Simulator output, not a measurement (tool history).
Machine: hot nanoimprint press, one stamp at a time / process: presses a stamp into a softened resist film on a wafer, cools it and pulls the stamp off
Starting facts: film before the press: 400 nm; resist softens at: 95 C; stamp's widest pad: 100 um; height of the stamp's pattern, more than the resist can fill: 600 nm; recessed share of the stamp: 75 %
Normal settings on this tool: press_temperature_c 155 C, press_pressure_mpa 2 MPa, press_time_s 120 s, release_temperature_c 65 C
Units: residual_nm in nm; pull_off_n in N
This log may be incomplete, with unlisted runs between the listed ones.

run   hour  press_temperature_c  press_pressure_mpa  press_time_s  release_temperature_c  residual_nm  pull_off_n
  1      0                  155                   2           120                     65        179.7         189
  2      9                  155                   2            69                     65        222.6         185
  3   21.8                  155                   2            69                     65        221.1         182
  4   35.8                  155                   2           120                     65          182         197
  5   48.7                  155                   2           120                     65          178         194
  6   57.3                  155                2.99           120                     65        151.5         199
  7   67.2                  155                2.99           120                     65        152.5         199
  8     79                  155                2.99           120                     65        151.9         196
  9   89.1                  155                2.99           120                     65        151.9         195
 10    102                  155                2.99           120                     65        152.1         202
     106.3  -- plate thermocouple calibrated
 11  114.3                  155                2.99           120                     65        143.6         206
 12  125.5                  155                2.99           120                     65        142.1         202
 13  135.8                  160                   2           120                     65        126.3         199
 14  146.9                  144                   2           120                     65        290.9         201
 15  157.7                  155                   2           120                     65          168         202
     162.9  -- plate thermocouple calibrated, once more
 16  172.3                  155                   2           120                     65        193.4         231
 17  179.9                  162                3.07           143                     65         98.7         217
 18  192.8                  162                3.07           143                     65         97.9         221
 19  202.1                  155                2.04           120                     60        191.9         256
 20    212                  155                2.04           120                     60          191         249
 21  227.4                  152                2.33           228                     68        165.9         209
 22  233.9                  152                2.33           228                     68        165.7         211
 23  244.4                  144                 1.2           221                     57        308.5         273
 24  259.9                  153                2.02            82                     65        240.8         238
 25  272.7                  153                   2           120                     65        212.9         238
 26  286.7                  147                   2           120                     65        281.7         237
     299.4  -- stamp cleaned and given a new release coat
 27  299.4                  158                   2           104                     65        169.9         167
 28    307                  155                2.02           189                     57        156.9         213
 29  315.1                  155                1.51           189                     57        177.4         209

Here are 3 independent what-if runs from the current tool condition. What would each one return?
  A  322.9                  161                2.48           120                     65            ?           ?
  B  322.9                  147                   2           120                     65            ?           ?
  C  322.9                  152                1.92           189                     57            ?           ?

run  residual_nm  pull_off_n
  A        124.5         175
  B          281         170
  C        191.8         209
With the hidden condition removed and each run's random variation left untouched, the same runs would have given:
run  residual_nm  pull_off_n
  A          126         174
  B        284.7         169
  C        195.2         207
